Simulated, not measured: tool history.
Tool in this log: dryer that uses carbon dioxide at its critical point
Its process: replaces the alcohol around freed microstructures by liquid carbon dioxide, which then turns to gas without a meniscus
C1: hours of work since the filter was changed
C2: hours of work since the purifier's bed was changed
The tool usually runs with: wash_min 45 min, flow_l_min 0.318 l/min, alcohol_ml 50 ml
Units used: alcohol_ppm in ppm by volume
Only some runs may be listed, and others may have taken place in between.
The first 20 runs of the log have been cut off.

{"run": 21, "day": 29.488, "wash_min": 44, "flow_l_min": 0.4, "alcohol_ml": 45, "C1": 249, "C2": 1017, "alcohol_ppm": 169}
{"run": 22, "day": 31.379, "wash_min": 72, "flow_l_min": 0.395, "alcohol_ml": 23, "C1": 283, "C2": 1052, "alcohol_ppm": 174}
{"run": 23, "day": 32.775, "wash_min": 28, "flow_l_min": 0.266, "alcohol_ml": 50, "C1": 308, "C2": 1077, "alcohol_ppm": 966}
{"run": 24, "day": 34.025, "wash_min": 28, "flow_l_min": 0.266, "alcohol_ml": 50, "C1": 331, "C2": 1100, "alcohol_ppm": 1000}
{"run": 25, "day": 35.221, "wash_min": 42, "flow_l_min": 0.368, "alcohol_ml": 50, "C1": 353, "C2": 1122, "alcohol_ppm": 195}
{"run": 26, "day": 36.783, "wash_min": 39, "flow_l_min": 0.493, "alcohol_ml": 50, "C1": 382, "C2": 1150, "alcohol_ppm": 190}
{"run": 27, "day": 37.917, "wash_min": 29, "flow_l_min": 0.447, "alcohol_ml": 26, "C1": 402, "C2": 1171, "alcohol_ppm": 224}
{"run": 28, "day": 39.783, "wash_min": 31, "flow_l_min": 0.284, "alcohol_ml": 21, "C1": 436, "C2": 1205, "alcohol_ppm": 396}
{"run": 29, "day": 40.938, "wash_min": 51, "flow_l_min": 0.318, "alcohol_ml": 50, "C1": 457, "C2": 1226, "alcohol_ppm": 217}
{"run": 30, "day": 42.708, "wash_min": 44, "flow_l_min": 0.206, "alcohol_ml": 25, "C1": 490, "C2": 1258, "alcohol_ppm": 417}

Forecast each of these 5 alternatives for the next run:
{"run": "A", "day": 44.762, "wash_min": 45, "flow_l_min": 0.521, "alcohol_ml": 39, "C1": 527, "C2": 1296, "alcohol_ppm": "?"}
{"run": "B", "day": 44.762, "wash_min": 45, "flow_l_min": 0.397, "alcohol_ml": 50, "C1": 527, "C2": 1296, "alcohol_ppm": "?"}
{"run": "C", "day": 44.762, "wash_min": 30, "flow_l_min": 0.51, "alcohol_ml": 67, "C1": 527, "C2": 1296, "alcohol_ppm": "?"}
{"run": "D", "day": 44.762, "wash_min": 44, "flow_l_min": 0.196, "alcohol_ml": 25, "C1": 527, "C2": 1296, "alcohol_ppm": "?"}
{"run": "E", "day": 44.762, "wash_min": 33, "flow_l_min": 0.265, "alcohol_ml": 49, "C1": 527, "C2": 1296, "alcohol_ppm": "?"}

run=A alcohol_ppm=207
run=B alcohol_ppm=218
run=C alcohol_ppm=245
run=D alcohol_ppm=495
run=E alcohol_ppm=710
Take away the tool's hidden state, keep each run's random variation, and the runs would have read:
run=A alcohol_ppm=8
run=B alcohol_ppm=14
run=C alcohol_ppm=29
run=D alcohol_ppm=205
run=E alcohol_ppm=354

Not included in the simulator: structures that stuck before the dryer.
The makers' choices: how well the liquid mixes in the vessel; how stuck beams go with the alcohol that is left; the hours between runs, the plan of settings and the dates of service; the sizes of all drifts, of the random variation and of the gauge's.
